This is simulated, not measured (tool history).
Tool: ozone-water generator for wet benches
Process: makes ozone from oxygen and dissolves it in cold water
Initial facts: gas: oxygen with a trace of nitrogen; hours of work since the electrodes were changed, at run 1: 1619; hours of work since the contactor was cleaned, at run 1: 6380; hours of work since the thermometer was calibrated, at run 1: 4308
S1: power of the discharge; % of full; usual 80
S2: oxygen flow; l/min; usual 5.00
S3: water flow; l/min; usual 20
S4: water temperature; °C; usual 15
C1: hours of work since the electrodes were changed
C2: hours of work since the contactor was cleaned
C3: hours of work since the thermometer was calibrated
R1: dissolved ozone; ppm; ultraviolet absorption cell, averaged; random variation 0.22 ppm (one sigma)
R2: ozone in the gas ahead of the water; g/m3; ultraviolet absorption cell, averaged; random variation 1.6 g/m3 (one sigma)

run   hour  S1    S2  S3  S4    C1    C2    C3    R1     R2
  1    0.0  80  5.00  20  15  1619  6380  4308  30.6  305.9
  2   39.1  80  5.00  20  15  1646  6407  4335  30.7  301.3
  3   90.6  80  5.00  20  15  1681  6442  4370  30.7  299.6
  4  163.1  80  5.00  20  15  1731  6492  4420  30.3  300.6
  5  211.3  80  5.00  20  15  1764  6525  4453  30.5  301.6
  6  245.3  80  3.60  20  15  1788  6549  4477  31.2  374.8
  7  299.8  80  2.95  20  15  1825  6586  4514  31.2  427.8
  8  342.2  40  2.95  20  15  1854  6615  4543  17.1  237.0
  9  382.2  40  2.95  20  15  1882  6643  4571  17.1  235.5
 10  415.0  40  2.95  20  15  1904  6665  4593  17.3  238.1
 11  457.5  40  2.95  20  15  1934  6694  4623  17.1  235.6
 12  500.0  40  2.95  20  15  1963  6724  4652  17.1  235.8
 13  556.5  40  2.95  20  15  2002  6762  4691  16.9  237.2
 14  586.6  87  2.95  20  15  2022  6783  4711  33.5  462.4
 15  656.4  80  5.00  20  21  2070  6831  4759  28.0  301.3
 16  707.0  80  5.00  20  21  2105  6866  4794  27.9  299.3
 17  747.4  80  5.00  20  21  2133  6894  4822  27.9  299.3

Run 18 has not been measured yet. What should we expect?
 18  807.1  80  5.00  20  21  2174  6935  4863   ?   ?

{"run 18": {"R1": 28.0, "R2": 299.3}}
With no hidden state in the tool, this same run would have given R1 30.7 ppm, R2 307.5 g/m3.
